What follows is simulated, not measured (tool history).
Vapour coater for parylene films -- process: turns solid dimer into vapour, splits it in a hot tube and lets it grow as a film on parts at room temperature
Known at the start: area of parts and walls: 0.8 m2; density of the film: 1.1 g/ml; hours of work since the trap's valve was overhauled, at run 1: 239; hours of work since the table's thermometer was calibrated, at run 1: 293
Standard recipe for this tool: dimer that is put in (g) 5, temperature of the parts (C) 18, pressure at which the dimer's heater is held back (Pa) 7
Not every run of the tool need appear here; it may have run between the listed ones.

run,day,dimer that is put in (g),temperature of the parts (C),pressure at which the dimer's heater is held back (Pa),hours of work since the trap's valve was overhauled,hours of work since the table's thermometer was calibrated,thickness of the film (µm)
1,0,5,18,7,239,293,3.87
2,0.317,5,18,7,243,297,3.83
3,0.875,5,18,7,251,305,3.95
4,1.617,3,18,7,261,315,2.35
5,2.158,3,26,7,269,323,1.87
6,2.917,3,26,7,279,333,1.84
7,3.262,3,26,7,284,338,1.84
8,3.788,5,14,7,291,345,4.38
9,4.471,5,14,7,300,354,4.38
10,5.062,5,14,7,308,362,4.33
11,5.638,5,14,7,316,370,4.33
12,6.312,5,18,7,325,380,3.87
13,6.804,5,25,7,332,386,3.15
# day 7.025: trap's valve overhauled
14,7.371,5,18,7,5,392,3.73
15,8.138,5,18,7,15,402,3.83
16,8.633,3,18,4.14,22,409,2.41
17,9.054,8,26,9.79,28,415,4.66
18,9.525,5,18,5.88,34,421,3.75
19,9.875,5,18,5.88,39,426,3.85
20,10.338,8,25,7,45,432,4.84
21,10.888,4,23,11.48,53,440,2.47
# day 11.321: trap's valve overhauled, once more
22,11.804,2,15,6.41,7,450,1.82
23,12.383,6,25,4.37,15,458,4.18
24,12.946,6,25,4.37,22,466,4.22
25,13.575,5,26,7,31,475,3.19
26,14.15,5,11,6.93,39,482,5.01
27,14.592,3,18,9.41,45,488,2.34
28,15.075,3,18,9.41,51,495,2.32
29,15.712,3,18,9.41,60,504,2.29
30,16.358,3,19,6.28,69,513,2.38

5 ways to go on from here, each from the tool as it stands after run 30. What would each give?
A,16.738,4,19,6.28,74,518,?
B,16.738,5,18,6.32,74,518,?
C,16.738,5,27,7,74,518,?
D,16.738,4,19,6.28,74,518,?
E,16.738,3,16,6.28,74,518,?

run,thickness of the film (µm)
A,3.2
B,4.03
C,3.08
D,3.18
E,2.62
Had the tool no hidden state, the same runs would have come out as:
run,thickness of the film (µm)
A,3.28
B,4.13
C,3.16
D,3.26
E,2.69
